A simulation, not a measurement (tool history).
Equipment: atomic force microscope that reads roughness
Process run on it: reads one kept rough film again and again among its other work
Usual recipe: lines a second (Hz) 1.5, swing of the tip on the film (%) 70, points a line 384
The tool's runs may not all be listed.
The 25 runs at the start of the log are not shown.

run   hour  lines a second (Hz)  swing of the tip on the film (%)  points a line  roughness of the kept film (nm (root mean square))
 26  255.9                 1.38                                70            629                                               2.343
 27  265.7                 1.38                                60            446                                               2.356
 28  277.7                 0.75                                70            592                                               2.355
 29  285.1                 3.83                                70            402                                               2.227
 30  294.5                 0.84                                63            932                                               2.381
 31  301.9                 2.06                                85            304                                               2.185
 32  316.5                 3.97                                89            708                                               2.053
 33  329.7                 1.29                                70            269                                               2.307
 34  341.1                 1.29                                70            330                                               2.331
 35  353.8                 1.29                                70            330                                               2.309
 36  367.8                 1.29                                70            330                                               2.324
 37  381.6                 2.11                                68            525                                               2.297
 38  393.1                 2.11                                68            525                                               2.319
 39  402.8                 0.58                                87            384                                               2.319
 40  412.1                 1.76                                70            914                                               2.317

Estimate the outcome of run 41 from the log above:
 41  421.2                 1.16                                64            540                                                   ?

roughness of the kept film (nm (root mean square)): 2.355
If the tool had no hidden condition, the same run with the same run-to-run variation would have returned roughness of the kept film (nm (root mean square)) 2.359.
